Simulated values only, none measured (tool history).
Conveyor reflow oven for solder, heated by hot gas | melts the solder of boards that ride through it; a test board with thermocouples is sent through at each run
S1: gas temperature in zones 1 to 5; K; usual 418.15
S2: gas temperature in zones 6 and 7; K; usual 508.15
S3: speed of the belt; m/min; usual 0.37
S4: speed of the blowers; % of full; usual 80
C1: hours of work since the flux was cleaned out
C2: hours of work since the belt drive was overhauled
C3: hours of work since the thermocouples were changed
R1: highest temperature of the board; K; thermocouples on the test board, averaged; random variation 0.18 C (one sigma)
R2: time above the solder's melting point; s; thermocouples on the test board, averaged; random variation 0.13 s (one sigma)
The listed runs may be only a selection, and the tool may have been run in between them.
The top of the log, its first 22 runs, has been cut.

run,day,S1,S2,S3,S4,C1,C2,C3,R1,R2
# day 60.829: flux residue cleaned out of gas plates and filters
23,62.483,418.15,508.15,0.316,84,22,175,517,501.65,101
24,65.704,429.15,500.15,0.323,87,64,218,559,495.05,100.4
25,67.45,429.15,507.15,0.405,87,87,241,582,496.65,80
# day 67.854: thermocouples of zones 6 and 7 changed
26,70.517,405.15,508.15,0.321,80,127,280,35,496.85,89.5
27,72.292,418.15,501.15,0.321,71,150,304,59,489.85,89
28,74.262,419.15,501.15,0.382,71,176,330,85,485.65,69.3
29,77.054,412.15,508.15,0.382,80,213,367,121,492.45,73.4
30,79.471,418.15,500.15,0.32,80,245,398,153,490.35,90.4

Each row is a separate what-if for the run after 30, all from the same tool condition, not one after another. Results?
A,82.583,418.15,507.15,0.369,60,286,439,194,?,?
B,82.583,418.15,522.15,0.37,66,286,439,194,?,?
C,82.583,424.15,508.15,0.432,70,286,439,194,?,?
D,82.583,421.15,499.15,0.37,63,286,439,194,?,?

run,R1,R2
A,487.45,72.8
B,502.35,85.7
C,487.55,64.6
D,482.35,69
Stripped of hidden state, with their random variation kept, the same runs would have yielded:
run,R1,R2
A,489.15,74.5
B,504.25,86.7
C,489.55,66.5
D,483.85,71

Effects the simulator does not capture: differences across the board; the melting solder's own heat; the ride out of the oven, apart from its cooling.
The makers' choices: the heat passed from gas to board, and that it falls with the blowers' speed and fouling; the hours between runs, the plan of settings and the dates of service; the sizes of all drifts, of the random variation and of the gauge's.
